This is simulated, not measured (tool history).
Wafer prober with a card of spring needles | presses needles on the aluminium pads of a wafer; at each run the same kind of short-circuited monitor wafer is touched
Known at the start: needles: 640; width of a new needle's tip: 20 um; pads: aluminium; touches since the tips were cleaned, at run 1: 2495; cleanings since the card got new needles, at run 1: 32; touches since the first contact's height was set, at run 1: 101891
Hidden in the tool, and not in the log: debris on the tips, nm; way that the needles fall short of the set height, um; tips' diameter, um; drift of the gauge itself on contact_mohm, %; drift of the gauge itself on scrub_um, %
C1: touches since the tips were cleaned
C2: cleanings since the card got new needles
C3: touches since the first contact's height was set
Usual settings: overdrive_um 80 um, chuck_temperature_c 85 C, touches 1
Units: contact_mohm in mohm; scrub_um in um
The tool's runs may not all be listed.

Run 1, hour 0.0: usual settings; C1 2495; C2 32; C3 101891. Result: contact_mohm 428 mohm, scrub_um 14.24 um.
At hour 1.3: tips cleaned on abrasive film.
At hour 10.0: tips cleaned on abrasive film.
At hour 18.5: tips cleaned on abrasive film.
At hour 26.2: tips cleaned on abrasive film.
Run 2, hour 26.2: usual settings; C1 0; C2 36; C3 111287. Result: contact_mohm 262 mohm, scrub_um 13.94 um.
At hour 33.8: tips cleaned on abrasive film.
At hour 42.4: tips cleaned on abrasive film.
Run 3, hour 49.2: usual settings; C1 2468; C2 38; C3 119617. Result: contact_mohm 430 mohm, scrub_um 14.01 um.
At hour 51.1: tips cleaned on abrasive film.
At hour 59.2: tips cleaned on abrasive film.
Run 4, hour 65.7: usual settings; C1 2363; C2 40; C3 125565. Result: contact_mohm 433 mohm, scrub_um 13.96 um.
At hour 67.2: tips cleaned on abrasive film.
At hour 76.1: tips cleaned on abrasive film.
At hour 84.4: tips cleaned on abrasive film.
Run 5, hour 90.4: usual settings but overdrive_um 70 um; C1 2191; C2 43; C3 134459. Result: contact_mohm 497 mohm, scrub_um 12.05 um.
At hour 92.3: tips cleaned on abrasive film.
At hour 100.0: tips cleaned on abrasive film.
At hour 103.7: tips cleaned on abrasive film, once more.
At hour 112.6: tips cleaned on abrasive film.
Run 6, hour 117.3: usual settings; C1 1714; C2 47; C3 144113. Result: contact_mohm 409 mohm, scrub_um 13.87 um.
At hour 119.4: height of the first contact set anew.
At hour 121.2: tips cleaned on abrasive film.
At hour 130.2: tips cleaned on abrasive film.
At hour 139.1: tips cleaned on abrasive film.
Run 7, hour 144.9: usual settings but overdrive_um 82 um; C1 2099; C2 50; C3 9184. Result: contact_mohm 393 mohm, scrub_um 15.13 um.
At hour 146.7: tips cleaned on abrasive film.
At hour 154.4: tips cleaned on abrasive film.
At hour 161.7: tips cleaned on abrasive film.
Run 8, hour 161.7: usual settings but overdrive_um 82 um; C1 0; C2 53; C3 15199. Result: contact_mohm 260 mohm, scrub_um 15.14 um.
At hour 169.3: tips cleaned on abrasive film.
Run 9, hour 174.7: usual settings but overdrive_um 82 um; C1 1970; C2 54; C3 19912. Result: contact_mohm 409 mohm, scrub_um 15.10 um.
At hour 176.6: tips cleaned on abrasive film.
At hour 184.3: tips cleaned on abrasive film.
At hour 192.8: tips cleaned on abrasive film.
Run 10, hour 193.1: usual settings; C1 127; C2 57; C3 26524. Result: contact_mohm 279 mohm, scrub_um 14.64 um.
At hour 200.8: tips cleaned on abrasive film.
At hour 208.5: tips cleaned on abrasive film.
Run 11, hour 214.5: usual settings; C1 2174; C2 59; C3 34251. Result: contact_mohm 422 mohm, scrub_um 14.72 um.
At hour 216.4: tips cleaned on abrasive film.
At hour 224.0: tips cleaned on abrasive film.
Run 12, hour 230.5: usual settings but chuck_temperature_c 69 C, touches 2; C1 2374; C2 61; C3 40012. Result: contact_mohm 359 mohm, scrub_um 14.64 um.
At hour 232.1: tips cleaned on abrasive film.
At hour 240.5: tips cleaned on abrasive film.
Run 13, hour 242.2: usual settings but overdrive_um 91 um, chuck_temperature_c 51 C; C1 622; C2 63; C3 44209. Result: contact_mohm 304 mohm, scrub_um 16.77 um.
At hour 248.6: tips cleaned on abrasive film.
At hour 257.4: tips cleaned on abrasive film.
At hour 265.7: tips cleaned on abrasive film.
Run 14, hour 267.1: usual settings but overdrive_um 73 um, chuck_temperature_c 77 C; C1 492; C2 66; C3 53156. Result: contact_mohm 323 mohm, scrub_um 13.28 um.
At hour 273.1: tips cleaned on abrasive film.
At hour 280.3: tips cleaned on abrasive film.
At hour 287.8: tips cleaned on abrasive film.
Run 15, hour 291.3: usual settings; C1 1268; C2 69; C3 61893. Result: contact_mohm 395 mohm, scrub_um 14.59 um.
At hour 295.9: tips cleaned on abrasive film.
At hour 304.2: tips cleaned on abrasive film.
Run 16, hour 306.7: usual settings; C1 890; C2 71; C3 67412. Result: contact_mohm 362 mohm, scrub_um 14.45 um.
At hour 311.8: tips cleaned on abrasive film.
At hour 320.3: tips cleaned on abrasive film.
Run 17, hour 322.3: usual settings; C1 747; C2 73; C3 73047. Result: contact_mohm 342 mohm, scrub_um 14.41 um.
At hour 329.2: tips cleaned on abrasive film.
Run 18, hour 334.2: usual settings; C1 1828; C2 74; C3 77350. Result: contact_mohm 424 mohm, scrub_um 14.49 um.
At hour 337.9: tips cleaned on abrasive film.
At hour 345.9: tips cleaned on abrasive film.
Run 19, hour 350.6: usual settings but chuck_temperature_c 32 C; C1 1726; C2 76; C3 83264. Result: contact_mohm 407 mohm, scrub_um 14.40 um.
At hour 353.7: tips cleaned on abrasive film.
At hour 362.2: tips cleaned on abrasive film.
At hour 370.3: tips cleaned on abrasive film.
Run 20, hour 375.8: usual settings but chuck_temperature_c 32 C; C1 1990; C2 79; C3 92326. Result: contact_mohm 436 mohm, scrub_um 14.37 um.

4 ways to go on from here, each from the tool as it stands after run 20. What would each give?
At hour 377.7: tips cleaned on abrasive film.
At hour 385.1: tips cleaned on abrasive film.
At hour 394.0: tips cleaned on abrasive film.
Run A, hour 397.7: usual settings but overdrive_um 71 um, chuck_temperature_c 29 C, touches 2; C1 1347; C2 82; C3 100188. Result: contact_mohm ?, scrub_um ?.
At hour 377.7: tips cleaned on abrasive film.
At hour 385.1: tips cleaned on abrasive film.
At hour 394.0: tips cleaned on abrasive film.
Run B, hour 397.7: usual settings but overdrive_um 90 um; C1 1347; C2 82; C3 100188. Result: contact_mohm ?, scrub_um ?.
At hour 377.7: tips cleaned on abrasive film.
At hour 385.1: tips cleaned on abrasive film.
At hour 394.0: tips cleaned on abrasive film.
Run C, hour 397.7: usual settings but overdrive_um 85 um, touches 2; C1 1347; C2 82; C3 100188. Result: contact_mohm ?, scrub_um ?.
At hour 377.7: tips cleaned on abrasive film.
At hour 385.1: tips cleaned on abrasive film.
At hour 394.0: tips cleaned on abrasive film.
Run D, hour 397.7: usual settings but overdrive_um 98 um, touches 2; C1 1347; C2 82; C3 100188. Result: contact_mohm ?, scrub_um ?.

run  contact_mohm  scrub_um
  A           367     12.59
  B           375     16.04
  C           332     15.04
  D           304     17.60
Without the tool's hidden state the same runs would have given:
run  contact_mohm  scrub_um
  A           224     13.22
  B           237     16.67
  C           238     15.66
  D           233     18.24
